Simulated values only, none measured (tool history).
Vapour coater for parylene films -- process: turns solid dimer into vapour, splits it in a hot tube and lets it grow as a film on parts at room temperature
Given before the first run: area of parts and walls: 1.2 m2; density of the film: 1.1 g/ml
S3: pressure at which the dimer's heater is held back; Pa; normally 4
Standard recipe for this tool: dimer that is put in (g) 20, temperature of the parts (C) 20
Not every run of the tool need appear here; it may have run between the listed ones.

Run 1, day 0: usual settings. Result: thickness of the film (nm) 12220.
At day 1.525: trap's valve overhauled.
Run 2, day 2.162: usual settings but temperature of the parts (C) 24. Result: thickness of the film (nm) 10270.
Run 3, day 3.771: usual settings but dimer that is put in (g) 21, temperature of the parts (C) 24. Result: thickness of the film (nm) 10720.
Run 4, day 6.562: usual settings but dimer that is put in (g) 21, temperature of the parts (C) 24. Result: thickness of the film (nm) 10770.
Run 5, day 8.896: usual settings but dimer that is put in (g) 21, temperature of the parts (C) 24. Result: thickness of the film (nm) 10710.
Run 6, day 11.721: usual settings but dimer that is put in (g) 35, temperature of the parts (C) 14. Result: thickness of the film (nm) 25800.

Run 7, settings as shown, results not yet in. Your forecast:
Run 7, day 14.204: usual settings but dimer that is put in (g) 35, temperature of the parts (C) 14. Result: thickness of the film (nm) ?.

{"run 7": {"thickness of the film (nm)": 26170}}
Minus the tool's unlogged condition, the same run would have read thickness of the film (nm) 26200.

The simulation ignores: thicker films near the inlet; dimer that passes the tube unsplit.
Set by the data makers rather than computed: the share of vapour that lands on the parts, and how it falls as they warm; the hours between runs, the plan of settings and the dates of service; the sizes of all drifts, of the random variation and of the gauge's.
